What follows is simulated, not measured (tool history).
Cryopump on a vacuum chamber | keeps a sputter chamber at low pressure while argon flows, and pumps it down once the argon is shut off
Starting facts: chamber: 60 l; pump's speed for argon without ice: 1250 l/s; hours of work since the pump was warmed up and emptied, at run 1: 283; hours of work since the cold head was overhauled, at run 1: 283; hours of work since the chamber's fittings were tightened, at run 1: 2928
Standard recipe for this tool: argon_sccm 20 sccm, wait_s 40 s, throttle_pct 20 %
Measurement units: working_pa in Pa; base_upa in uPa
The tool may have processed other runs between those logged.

| run | hour | argon_sccm | wait_s | throttle_pct | hours of work since the pump was warmed up and emptied | hours of work since the cold head was overhauled | hours of work since the chamber's fittings were tightened | working_pa | base_upa |
|---|---|---|---|---|---|---|---|---|---|
| 1 | 0 | 20 | 40 | 20 | 283 | 283 | 2928 | 0.1374 | 3.23 |
| 2 | 32.3 | 20 | 40 | 20 | 300 | 300 | 2945 | 0.1364 | 3.16 |
| 3 | 75.1 | 20 | 40 | 20 | 322 | 322 | 2967 | 0.1367 | 3.29 |
| 4 | 118.2 | 20 | 40 | 20 | 344 | 344 | 2989 | 0.1371 | 3.23 |
| 5 | 151.3 | 20 | 40 | 20 | 361 | 361 | 3006 | 0.1385 | 3.38 |
| 6 | 173.2 | 20 | 40 | 20 | 373 | 373 | 3018 | 0.1367 | 3.3 |
| 7 | 198.1 | 20 | 40 | 20 | 386 | 386 | 3030 | 0.1387 | 3.43 |
| 8 | 244.5 | 20 | 61 | 20 | 410 | 410 | 3054 | 0.1379 | 3.14 |
| 9 | 291.2 | 20 | 61 | 20 | 434 | 434 | 3079 | 0.1374 | 3.21 |
| 10 | 316 | 20 | 61 | 20 | 447 | 447 | 3091 | 0.138 | 3.22 |
| 11 | 344.7 | 20 | 61 | 20 | 461 | 461 | 3106 | 0.1378 | 3.17 |
| 12 | 373.9 | 25 | 55 | 20 | 477 | 477 | 3121 | 0.1739 | 3.35 |
| 13 | 397 | 21 | 25 | 56 | 489 | 489 | 3133 | 0.0541 | 3.91 |
| 14 | 420.4 | 27 | 41 | 27 | 501 | 501 | 3145 | 0.1408 | 3.54 |
| 15 | 462 | 27 | 28 | 46 | 522 | 522 | 3167 | 0.084 | 3.8 |
| 16 | 487.5 | 9 | 40 | 36 | 535 | 535 | 3180 | 0.0355 | 3.73 |
| 17 | 507.7 | 26 | 35 | 24 | 546 | 546 | 3191 | 0.1499 | 3.66 |
| 18 | 544.7 | 26 | 148 | 36 | 565 | 565 | 3210 | 0.1027 | 3.15 |
| 19 | 583.3 | 15 | 185 | 51 | 585 | 585 | 3230 | 0.0429 | 3.19 |
| 20 | 608.3 | 26 | 22 | 51 | 598 | 598 | 3243 | 0.0747 | 4.24 |
| 21 | 651.5 | 11 | 40 | 20 | 620 | 620 | 3265 | 0.0763 | 3.68 |
| 22 | 696.8 | 19 | 141 | 21 | 644 | 644 | 3288 | 0.127 | 3.4 |

Predict each of these 3 candidate next runs independently; none follows another, all start after run 22:
| A | 743.2 | 9 | 145 | 28 | 668 | 668 | 3312 | ? | ? |
| B | 743.2 | 29 | 67 | 58 | 668 | 668 | 3312 | ? | ? |
| C | 743.2 | 19 | 141 | 41 | 668 | 668 | 3312 | ? | ? |

| run | working_pa | base_upa |
|---|---|---|
| A | 0.0464 | 3.4 |
| B | 0.0747 | 3.55 |
| C | 0.068 | 3.42 |
Had the tool no hidden state, the same runs would have come out as:
| run | working_pa | base_upa |
|---|---|---|
| A | 0.0442 | 0.46 |
| B | 0.0675 | 0.59 |
| C | 0.0633 | 0.38 |
